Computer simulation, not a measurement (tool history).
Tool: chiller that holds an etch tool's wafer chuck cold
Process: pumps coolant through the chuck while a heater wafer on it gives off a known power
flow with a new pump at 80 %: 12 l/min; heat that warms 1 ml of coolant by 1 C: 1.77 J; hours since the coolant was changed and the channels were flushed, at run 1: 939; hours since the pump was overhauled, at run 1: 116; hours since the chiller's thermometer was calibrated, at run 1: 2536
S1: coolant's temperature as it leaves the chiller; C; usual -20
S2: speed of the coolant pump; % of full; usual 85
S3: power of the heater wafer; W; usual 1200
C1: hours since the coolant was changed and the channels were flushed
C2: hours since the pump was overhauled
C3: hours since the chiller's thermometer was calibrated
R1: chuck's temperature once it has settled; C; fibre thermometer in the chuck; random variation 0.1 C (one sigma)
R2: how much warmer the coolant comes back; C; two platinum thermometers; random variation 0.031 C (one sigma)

run 1 day=0.000 | S1=-20 S2=85 S3=1200 | C1=939 C2=116 C3=2536 | R1=-9.7 R2=3.16
run 2 day=1.875 | S1=-20 S2=85 S3=1200 | C1=984 C2=161 C3=2581 | R1=-9.5 R2=3.18
run 3 day=4.862 | S1=-20 S2=85 S3=1199 | C1=1056 C2=232 C3=2653 | R1=-9.4 R2=3.19
run 4 day=7.742 | S1=-20 S2=85 S3=1199 | C1=1125 C2=302 C3=2722 | R1=-9.4 R2=3.18
run 5 day=10.575 | S1=-20 S2=61 S3=1200 | C1=1193 C2=370 C3=2790 | R1=-6.3 R2=4.58
run 6 day=13.583 | S1=-20 S2=85 S3=1200 | C1=1265 C2=442 C3=2862 | R1=-9.5 R2=3.19
run 7 day=15.629 | S1=-20 S2=85 S3=1101 | C1=1314 C2=491 C3=2911 | R1=-10.5 R2=2.95
run 8 day=18.838 | S1=-19 S2=85 S3=1200 | C1=1391 C2=568 C3=2988 | R1=-8.4 R2=3.23
run 9 day=20.392 | S1=-19 S2=85 S3=1435 | C1=1429 C2=605 C3=3025 | R1=-6.5 R2=3.85
run 10 day=23.158 | S1=-20 S2=85 S3=1108 | C1=1495 C2=671 C3=3092 | R1=-10.5 R2=2.99
-- day=23.558 coolant pump overhauled
run 11 day=25.212 | S1=-11 S2=85 S3=1108 | C1=1539 C2=40 C3=3136 | R1=-1.3 R2=3.04
run 12 day=28.388 | S1=-11 S2=85 S3=1447 | C1=1615 C2=116 C3=3212 | R1=1.8 R2=3.91
-- day=30.183 coolant pump overhauled, once more
run 13 day=31.862 | S1=-15 S2=74 S3=1447 | C1=1694 C2=40 C3=3291 | R1=-0.9 R2=4.47
run 14 day=35.096 | S1=-15 S2=74 S3=1447 | C1=1771 C2=118 C3=3368 | R1=-0.9 R2=4.45
run 15 day=37.417 | S1=-17 S2=96 S3=859 | C1=1827 C2=174 C3=3424 | R1=-10.5 R2=2.00
run 16 day=39.058 | S1=-20 S2=82 S3=819 | C1=1867 C2=213 C3=3463 | R1=-12.8 R2=2.27
run 17 day=42.179 | S1=-20 S2=76 S3=1200 | C1=1941 C2=288 C3=3538 | R1=-8.6 R2=3.69
run 18 day=44.008 | S1=-22 S2=72 S3=886 | C1=1985 C2=332 C3=3582 | R1=-13.2 R2=2.79
run 19 day=45.825 | S1=-22 S2=72 S3=886 | C1=2029 C2=375 C3=3626 | R1=-13.2 R2=2.82
run 20 day=48.979 | S1=-22 S2=72 S3=886 | C1=2105 C2=451 C3=3702 | R1=-13.2 R2=2.82

Forecast each of these 4 alternatives for the next run:
run A day=51.629 | S1=-10 S2=68 S3=662 | C1=2168 C2=515 C3=3765 | R1=? R2=?
run B day=51.629 | S1=-27 S2=81 S3=886 | C1=2168 C2=515 C3=3765 | R1=? R2=?
run C day=51.629 | S1=-22 S2=72 S3=1481 | C1=2168 C2=515 C3=3765 | R1=? R2=?
run D day=51.629 | S1=-12 S2=72 S3=886 | C1=2168 C2=515 C3=3765 | R1=? R2=?

run=A R1=-3.1 R2=2.26
run=B R1=-19.0 R2=2.52
run=C R1=-7.1 R2=4.74
run=D R1=-3.2 R2=2.82
Without the tool's hidden state the same runs would have given:
run=A R1=-2.9 R2=2.23
run=B R1=-18.8 R2=2.49
run=C R1=-7.2 R2=4.68
run=D R1=-3.1 R2=2.78
